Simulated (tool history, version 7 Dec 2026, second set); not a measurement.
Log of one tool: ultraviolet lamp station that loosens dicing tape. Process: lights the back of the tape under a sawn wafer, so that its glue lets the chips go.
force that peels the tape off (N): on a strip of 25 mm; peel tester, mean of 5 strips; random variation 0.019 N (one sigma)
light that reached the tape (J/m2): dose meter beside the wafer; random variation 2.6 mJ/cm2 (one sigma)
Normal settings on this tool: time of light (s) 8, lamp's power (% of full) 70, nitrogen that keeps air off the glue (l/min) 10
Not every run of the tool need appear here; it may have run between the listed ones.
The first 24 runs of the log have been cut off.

run   hour  time of light (s)  lamp's power (% of full)  nitrogen that keeps air off the glue (l/min)  force that peels the tape off (N)  light that reached the tape (J/m2)
 25  177.3                  8                        86                                            10                              0.835                                3450
 26  182.9                  8                        86                                            10                              0.892                                3460
 27  192.0                 14                        86                                             3                              0.592                                5950
 28  202.0                  6                        72                                            12                              1.757                                2160
 29  208.0                  7                        69                                            10                              1.587                                2350
 30  213.5                  7                        69                                            10                              1.591                                2360
     217.9  -- window cleaned of glue's vapour
 31  220.0                  7                        73                                            13                              1.173                                2790
 32  224.4                  8                        76                                            10                              0.927                                3310
 33  234.3                  7                        79                                            10                              1.113                                2990
 34  242.3                  7                        78                                             9                              1.171                                2950
 35  250.4                  7                        78                                             9                              1.219                                2980
 36  254.6                  7                        78                                            18                              0.895                                2980
 37  263.9                  7                        74                                            18                              1.009                                2820
 38  271.4                  5                        83                                             6                              1.999                                2250
 39  277.7                  5                        83                                             6                              2.073                                2250

Run 40 has not been measured yet. What should we expect?
 40  282.7                 11                        96                                             9                                  ?                                   ?

{"run 40": {"force that peels the tape off (N)": 0.322, "light that reached the tape (J/m2)": 5630}}
The same run, on a tool lacking any hidden state, would have yielded force that peels the tape off (N) 0.254, light that reached the tape (J/m2) 6360.
